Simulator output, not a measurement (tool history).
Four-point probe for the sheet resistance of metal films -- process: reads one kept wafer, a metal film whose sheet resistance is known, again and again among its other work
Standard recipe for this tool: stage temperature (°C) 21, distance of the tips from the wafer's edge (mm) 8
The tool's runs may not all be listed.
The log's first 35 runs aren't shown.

run	hour	stage temperature (°C)	distance of the tips from the wafer's edge (mm)	touches since the probe head was changed	hours of work since the stage's thermometer was calibrated	sheet resistance as the instrument gives it (ohm/square)
36	660.3	24	8	30981	231	0.08319
37	679	34	53	31645	241	0.082073
38	701.3	34	53	32434	253	0.082065
39	725.5	33	8	33292	265	0.083148
40	750.8	32	33	34185	279	0.082092
41	766.4	32	33	34740	287	0.08208
42	778.5	32	33	35169	294	0.082083
43	789.3	23	8	35549	299	0.083155
44	814	23	8	36424	313	0.083178

Here are 4 independent what-if runs from the current tool condition. What would each one return?
A	835.2	23	17	37176	324	?
B	835.2	29	4	37176	324	?
C	835.2	30	5	37176	324	?
D	835.2	26	9	37176	324	?

run	sheet resistance as the instrument gives it (ohm/square)
A	0.082294
B	0.086257
C	0.08477
D	0.082909
With no hidden state in the tool, these same runs would have given:
run	sheet resistance as the instrument gives it (ohm/square)
A	0.082642
B	0.086621
C	0.085128
D	0.08326
